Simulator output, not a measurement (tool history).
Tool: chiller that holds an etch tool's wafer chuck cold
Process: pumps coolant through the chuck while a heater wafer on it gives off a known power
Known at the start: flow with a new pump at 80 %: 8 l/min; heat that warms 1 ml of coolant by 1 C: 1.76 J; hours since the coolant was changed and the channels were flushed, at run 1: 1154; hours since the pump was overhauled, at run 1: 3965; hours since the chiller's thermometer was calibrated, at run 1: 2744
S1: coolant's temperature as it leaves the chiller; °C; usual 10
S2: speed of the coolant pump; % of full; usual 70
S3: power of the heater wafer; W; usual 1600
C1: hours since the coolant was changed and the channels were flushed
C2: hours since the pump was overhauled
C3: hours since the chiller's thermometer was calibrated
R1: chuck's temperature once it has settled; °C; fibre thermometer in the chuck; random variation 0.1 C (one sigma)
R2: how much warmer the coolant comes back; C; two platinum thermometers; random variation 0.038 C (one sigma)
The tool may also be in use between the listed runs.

Run 1, hour 0.0: usual settings; C1 1154; C2 3965; C3 2744. Result: R1 26.9 °C, R2 7.86 C.
Run 2, hour 83.4: usual settings; C1 1237; C2 4048; C3 2827. Result: R1 26.9 °C, R2 7.78 C.
Run 3, hour 151.0: usual settings; C1 1305; C2 4116; C3 2895. Result: R1 26.8 °C, R2 7.81 C.
Run 4, hour 222.3: usual settings; C1 1376; C2 4187; C3 2966. Result: R1 26.9 °C, R2 7.73 C.
Run 5, hour 322.0: usual settings; C1 1476; C2 4287; C3 3066. Result: R1 26.8 °C, R2 7.73 C.
Run 6, hour 409.2: usual settings; C1 1563; C2 4374; C3 3153. Result: R1 26.8 °C, R2 7.70 C.
Run 7, hour 492.5: usual settings; C1 1646; C2 4457; C3 3236. Result: R1 26.8 °C, R2 7.66 C.
Run 8, hour 605.9: usual settings but S1 11 °C, S2 63 % of full, S3 1314 W; C1 1760; C2 4571; C3 3350. Result: R1 25.9 °C, R2 7.06 C.
Run 9, hour 676.6: usual settings but S1 11 °C; C1 1831; C2 4641; C3 3421. Result: R1 27.7 °C, R2 7.66 C.
At hour 755.9: chiller's thermometer calibrated.
Run 10, hour 756.9: usual settings but S1 11 °C; C1 1910; C2 4721; C3 1. Result: R1 27.8 °C, R2 7.59 C.

Hidden state or all else? Some run-to-run changes of R2, split into what the settings, what came in and random variation would give without the hidden state, and what is left for the hidden state (with any gauge scatter that isn't in both results):
The hidden state here: heat passed by the chuck's channels, % of clean ones'; flow at a given pump speed, % of a new pump's; coolant's true temperature over the reading, C; drift of the gauge itself on chuck_c, C; drift of the gauge itself on warmer_back_c, C.
Run 1 -> 2: no setting changed, nothing entered. R2 -0.08 C: hidden state -0.03, all else -0.05.
Run 7 -> 8: S1 10 -> 11, S2 70 -> 63, S3 1600 -> 1314. R2 -0.60 C: hidden state -0.03, all else -0.57.
